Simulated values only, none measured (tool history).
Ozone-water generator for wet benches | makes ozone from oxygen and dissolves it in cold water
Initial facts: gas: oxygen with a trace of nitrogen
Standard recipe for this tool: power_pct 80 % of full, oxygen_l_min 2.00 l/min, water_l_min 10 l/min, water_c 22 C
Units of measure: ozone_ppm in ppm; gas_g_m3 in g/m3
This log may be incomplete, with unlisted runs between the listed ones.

{"run": 1, "hour": 0.0, "power_pct": 80, "oxygen_l_min": 2.0, "water_l_min": 10, "water_c": 22, "ozone_ppm": 25.4, "gas_g_m3": 259.9}
{"run": 2, "hour": 129.8, "power_pct": 80, "oxygen_l_min": 2.0, "water_l_min": 10, "water_c": 22, "ozone_ppm": 25.5, "gas_g_m3": 260.3}
{"run": 3, "hour": 295.2, "power_pct": 80, "oxygen_l_min": 2.0, "water_l_min": 10, "water_c": 22, "ozone_ppm": 25.8, "gas_g_m3": 260.2}
{"run": 4, "hour": 380.3, "power_pct": 80, "oxygen_l_min": 2.0, "water_l_min": 10, "water_c": 22, "ozone_ppm": 25.5, "gas_g_m3": 260.0}
{"run": 5, "hour": 552.3, "power_pct": 80, "oxygen_l_min": 2.0, "water_l_min": 10, "water_c": 22, "ozone_ppm": 25.6, "gas_g_m3": 260.2}
{"run": 6, "hour": 636.8, "power_pct": 80, "oxygen_l_min": 2.0, "water_l_min": 10, "water_c": 22, "ozone_ppm": 25.2, "gas_g_m3": 262.7}
{"run": 7, "hour": 799.7, "power_pct": 80, "oxygen_l_min": 2.0, "water_l_min": 10, "water_c": 22, "ozone_ppm": 25.4, "gas_g_m3": 259.7}
{"run": 8, "hour": 998.2, "power_pct": 80, "oxygen_l_min": 2.0, "water_l_min": 10, "water_c": 22, "ozone_ppm": 25.6, "gas_g_m3": 260.2}
{"run": 9, "hour": 1106.9, "power_pct": 80, "oxygen_l_min": 2.0, "water_l_min": 10, "water_c": 22, "ozone_ppm": 25.7, "gas_g_m3": 261.2}
{"run": 10, "hour": 1201.2, "power_pct": 80, "oxygen_l_min": 2.0, "water_l_min": 10, "water_c": 22, "ozone_ppm": 25.2, "gas_g_m3": 260.9}
{"run": 11, "hour": 1373.5, "power_pct": 80, "oxygen_l_min": 2.0, "water_l_min": 10, "water_c": 22, "ozone_ppm": 25.5, "gas_g_m3": 262.0}
{"run": 12, "hour": 1467.7, "power_pct": 80, "oxygen_l_min": 2.0, "water_l_min": 10, "water_c": 22, "ozone_ppm": 25.5, "gas_g_m3": 261.9}
{"hour": 1610.8, "done": "contactor cleaned"}
{"run": 13, "hour": 1636.2, "power_pct": 80, "oxygen_l_min": 2.0, "water_l_min": 10, "water_c": 22, "ozone_ppm": 25.8, "gas_g_m3": 261.7}
{"run": 14, "hour": 1787.1, "power_pct": 80, "oxygen_l_min": 2.0, "water_l_min": 10, "water_c": 22, "ozone_ppm": 25.6, "gas_g_m3": 261.4}
{"hour": 1910.0, "done": "electrodes of the discharge changed"}
{"run": 15, "hour": 1949.0, "power_pct": 80, "oxygen_l_min": 2.0, "water_l_min": 10, "water_c": 22, "ozone_ppm": 25.8, "gas_g_m3": 262.5}
{"run": 16, "hour": 2053.1, "power_pct": 80, "oxygen_l_min": 2.0, "water_l_min": 10, "water_c": 22, "ozone_ppm": 25.8, "gas_g_m3": 264.3}
{"run": 17, "hour": 2151.9, "power_pct": 80, "oxygen_l_min": 2.0, "water_l_min": 10, "water_c": 22, "ozone_ppm": 25.6, "gas_g_m3": 266.8}
{"run": 18, "hour": 2331.7, "power_pct": 59, "oxygen_l_min": 2.0, "water_l_min": 6, "water_c": 17, "ozone_ppm": 32.9, "gas_g_m3": 224.0}
{"run": 19, "hour": 2501.8, "power_pct": 64, "oxygen_l_min": 3.24, "water_l_min": 9, "water_c": 17, "ozone_ppm": 25.1, "gas_g_m3": 173.7}
{"run": 20, "hour": 2631.2, "power_pct": 64, "oxygen_l_min": 3.24, "water_l_min": 14, "water_c": 17, "ozone_ppm": 18.5, "gas_g_m3": 172.1}
{"run": 21, "hour": 2719.4, "power_pct": 64, "oxygen_l_min": 1.95, "water_l_min": 13, "water_c": 17, "ozone_ppm": 19.8, "gas_g_m3": 237.7}
{"run": 22, "hour": 2866.2, "power_pct": 75, "oxygen_l_min": 2.0, "water_l_min": 10, "water_c": 15, "ozone_ppm": 27.0, "gas_g_m3": 254.2}
{"run": 23, "hour": 3016.8, "power_pct": 70, "oxygen_l_min": 1.07, "water_l_min": 12, "water_c": 26, "ozone_ppm": 19.9, "gas_g_m3": 367.4}
{"run": 24, "hour": 3219.2, "power_pct": 70, "oxygen_l_min": 2.57, "water_l_min": 13, "water_c": 26, "ozone_ppm": 18.8, "gas_g_m3": 211.1}
{"run": 25, "hour": 3406.9, "power_pct": 45, "oxygen_l_min": 2.0, "water_l_min": 10, "water_c": 17, "ozone_ppm": 20.3, "gas_g_m3": 197.5}
{"hour": 3445.0, "done": "water thermometer calibrated"}
{"run": 26, "hour": 3541.1, "power_pct": 45, "oxygen_l_min": 2.0, "water_l_min": 10, "water_c": 17, "ozone_ppm": 20.3, "gas_g_m3": 198.3}
{"run": 27, "hour": 3693.1, "power_pct": 99, "oxygen_l_min": 2.88, "water_l_min": 8, "water_c": 23, "ozone_ppm": 30.9, "gas_g_m3": 233.9}
{"run": 28, "hour": 3894.8, "power_pct": 42, "oxygen_l_min": 2.88, "water_l_min": 8, "water_c": 23, "ozone_ppm": 19.8, "gas_g_m3": 151.6}
{"run": 29, "hour": 4074.0, "power_pct": 84, "oxygen_l_min": 2.88, "water_l_min": 8, "water_c": 14, "ozone_ppm": 33.3, "gas_g_m3": 214.4}
{"run": 30, "hour": 4242.1, "power_pct": 84, "oxygen_l_min": 2.88, "water_l_min": 8, "water_c": 14, "ozone_ppm": 32.6, "gas_g_m3": 214.7}
{"run": 31, "hour": 4344.2, "power_pct": 53, "oxygen_l_min": 2.2, "water_l_min": 14, "water_c": 15, "ozone_ppm": 17.4, "gas_g_m3": 201.2}
{"run": 32, "hour": 4483.7, "power_pct": 98, "oxygen_l_min": 2.0, "water_l_min": 12, "water_c": 22, "ozone_ppm": 25.1, "gas_g_m3": 290.7}
{"run": 33, "hour": 4665.6, "power_pct": 69, "oxygen_l_min": 1.13, "water_l_min": 14, "water_c": 17, "ozone_ppm": 18.5, "gas_g_m3": 354.2}
{"run": 34, "hour": 4777.0, "power_pct": 69, "oxygen_l_min": 2.97, "water_l_min": 14, "water_c": 17, "ozone_ppm": 19.7, "gas_g_m3": 190.3}

What would each run have given without the hidden state, its run-to-run variation left as it was?
The tool's hidden condition here consists of: yield of the discharge, % of new electrodes'; contactor's efficiency, % of a clean one's; true water temperature over the reading, C; drift of the gauge itself on ozone_ppm, %; drift of the gauge itself on gas_g_m3, %.
run=1 gas_g_m3=260.5
run=2 gas_g_m3=260.8
run=3 gas_g_m3=260.4
run=4 gas_g_m3=260.1
run=5 gas_g_m3=260.2
run=6 gas_g_m3=262.6
run=7 gas_g_m3=259.4
run=8 gas_g_m3=259.8
run=9 gas_g_m3=260.6
run=10 gas_g_m3=260.2
run=11 gas_g_m3=261.1
run=12 gas_g_m3=260.9
run=13 gas_g_m3=260.6
run=14 gas_g_m3=260.1
run=15 gas_g_m3=260.3
run=16 gas_g_m3=261.9
run=17 gas_g_m3=264.3
run=18 gas_g_m3=221.8
run=19 gas_g_m3=171.8
run=20 gas_g_m3=170.1
run=21 gas_g_m3=234.9
run=22 gas_g_m3=251.1
run=23 gas_g_m3=362.6
run=24 gas_g_m3=208.2
run=25 gas_g_m3=194.6
run=26 gas_g_m3=195.3
run=27 gas_g_m3=230.2
run=28 gas_g_m3=149.1
run=29 gas_g_m3=210.8
run=30 gas_g_m3=210.8
run=31 gas_g_m3=197.5
run=32 gas_g_m3=285.3
run=33 gas_g_m3=347.3
run=34 gas_g_m3=186.5
ozone_ppm: differs from the measured result by no more than 0.1 ppm in any run.
